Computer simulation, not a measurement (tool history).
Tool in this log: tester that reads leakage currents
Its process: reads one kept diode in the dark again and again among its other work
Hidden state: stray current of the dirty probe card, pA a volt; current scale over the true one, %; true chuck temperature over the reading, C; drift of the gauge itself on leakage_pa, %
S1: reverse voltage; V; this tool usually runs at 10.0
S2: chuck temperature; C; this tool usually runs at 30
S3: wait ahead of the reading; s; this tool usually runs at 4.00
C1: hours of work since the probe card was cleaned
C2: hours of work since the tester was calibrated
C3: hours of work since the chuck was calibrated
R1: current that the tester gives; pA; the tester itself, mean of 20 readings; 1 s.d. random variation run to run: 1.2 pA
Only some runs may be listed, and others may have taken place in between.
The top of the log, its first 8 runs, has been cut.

run	hour	S1	S2	S3	C1	C2	C3	R1
9	187.3	10.0	30	4.00	33	997	2024	348.47
# hour 192.9: chuck's temperature calibrated
10	209.2	10.0	30	4.00	45	1009	10	329.24
11	240.2	10.0	30	4.00	65	1029	30	329.15
12	270.5	10.0	30	0.62	85	1049	50	329.92
# hour 274.6: chuck's temperature calibrated, once more
13	307.2	10.0	30	0.62	107	1071	21	414.19
14	338.3	10.0	30	0.62	127	1091	41	414.82
15	375.7	10.0	30	0.62	151	1115	65	413.19
16	412.3	10.0	34	0.62	175	1138	88	578.06
17	449.5	10.0	34	0.62	198	1162	112	579.21
18	470.4	10.0	34	0.62	212	1176	126	579.08
19	499.0	10.0	34	0.62	230	1194	144	578.10
20	530.6	10.0	34	0.62	250	1214	164	578.07
21	567.5	2.8	24	3.59	274	1238	188	134.61
22	594.3	5.1	22	3.59	291	1255	205	148.48
23	626.9	19.9	30	0.30	312	1276	226	571.18
24	658.1	19.9	30	0.30	332	1296	246	570.19

For run 25, what comes out?
25	681.6	2.1	30	0.30	347	1311	261	?

{"run 25": {"R1": 198.95}}
On a tool with no hidden condition, and with the same random variation, this run would have come out at R1 201.20 pA.
